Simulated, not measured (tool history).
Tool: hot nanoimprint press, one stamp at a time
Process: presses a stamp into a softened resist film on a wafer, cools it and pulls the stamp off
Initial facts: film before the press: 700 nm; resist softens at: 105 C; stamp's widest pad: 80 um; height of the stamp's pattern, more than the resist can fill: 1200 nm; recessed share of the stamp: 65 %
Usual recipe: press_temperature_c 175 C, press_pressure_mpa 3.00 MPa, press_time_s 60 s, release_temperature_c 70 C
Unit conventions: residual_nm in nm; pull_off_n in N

| run | hour | press_temperature_c | press_pressure_mpa | press_time_s | release_temperature_c | residual_nm | pull_off_n |
|---|---|---|---|---|---|---|---|
| 1 | 0.0 | 175 | 3.00 | 60 | 70 | 386.2 | 175 |
| 2 | 58.5 | 175 | 3.00 | 60 | 70 | 384.7 | 171 |
| 3 | 115.5 | 175 | 3.00 | 60 | 71 | 385.2 | 168 |
|  | 165.7 | stamp cleaned and given a new release coat |
| 4 | 169.7 | 175 | 3.00 | 60 | 71 | 386.2 | 164 |
| 5 | 225.0 | 175 | 3.00 | 75 | 71 | 356.7 | 166 |
| 6 | 269.8 | 175 | 3.00 | 75 | 71 | 355.6 | 167 |
| 7 | 296.2 | 175 | 3.00 | 60 | 70 | 386.3 | 172 |
| 8 | 337.7 | 175 | 3.00 | 60 | 70 | 385.4 | 168 |
| 9 | 373.5 | 175 | 3.00 | 60 | 70 | 386.3 | 170 |
| 10 | 418.4 | 175 | 3.00 | 60 | 70 | 386.1 | 168 |
| 11 | 458.5 | 175 | 3.00 | 60 | 70 | 385.5 | 179 |
| 12 | 505.9 | 175 | 3.00 | 60 | 70 | 387.6 | 177 |
|  | 533.1 | plate thermocouple calibrated |
| 13 | 552.4 | 175 | 3.00 | 60 | 70 | 388.1 | 170 |
| 14 | 582.2 | 175 | 3.00 | 60 | 70 | 389.3 | 173 |
| 15 | 612.8 | 175 | 3.00 | 60 | 70 | 388.8 | 175 |
| 16 | 661.2 | 175 | 3.00 | 60 | 70 | 389.1 | 171 |
| 17 | 691.2 | 175 | 1.86 | 65 | 73 | 446.5 | 160 |

For run 18, what comes out?
|  | 709.8 | stamp cleaned and given a new release coat |
| 18 | 734.3 | 173 | 3.00 | 60 | 70 | ? | ? |

residual_nm: 415.5 nm
pull_off_n: 174 N
The same run, on a tool lacking any hidden state, would have yielded residual_nm 411.6 nm, pull_off_n 174 N.
